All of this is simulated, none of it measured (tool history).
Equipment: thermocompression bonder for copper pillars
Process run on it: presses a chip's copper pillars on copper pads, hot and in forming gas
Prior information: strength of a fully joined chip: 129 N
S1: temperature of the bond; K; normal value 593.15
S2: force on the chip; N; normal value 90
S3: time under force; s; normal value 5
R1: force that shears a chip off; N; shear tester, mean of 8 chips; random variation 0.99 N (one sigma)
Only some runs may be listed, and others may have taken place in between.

{"run": 1, "hour": 0.0, "S1": 593.15, "S2": 90, "S3": 5, "R1": 78.8}
{"run": 2, "hour": 28.3, "S1": 593.15, "S2": 90, "S3": 5, "R1": 78.1}
{"run": 3, "hour": 67.7, "S1": 593.15, "S2": 90, "S3": 5, "R1": 78.2}
{"run": 4, "hour": 107.4, "S1": 593.15, "S2": 90, "S3": 8, "R1": 87}
{"run": 5, "hour": 146.0, "S1": 593.15, "S2": 90, "S3": 8, "R1": 85.9}
{"run": 6, "hour": 182.5, "S1": 593.15, "S2": 90, "S3": 8, "R1": 85.2}
{"run": 7, "hour": 224.0, "S1": 611.15, "S2": 90, "S3": 5, "R1": 88.2}
{"run": 8, "hour": 278.6, "S1": 617.15, "S2": 128, "S3": 5, "R1": 105.6}

Predict the results of run 9:
{"run": 9, "hour": 335.1, "S1": 581.15, "S2": 90, "S3": 5, "R1": "?"}

{"run 9": {"R1": 62.6}}
Without the tool's hidden state the same run would have given R1 74.6 N.
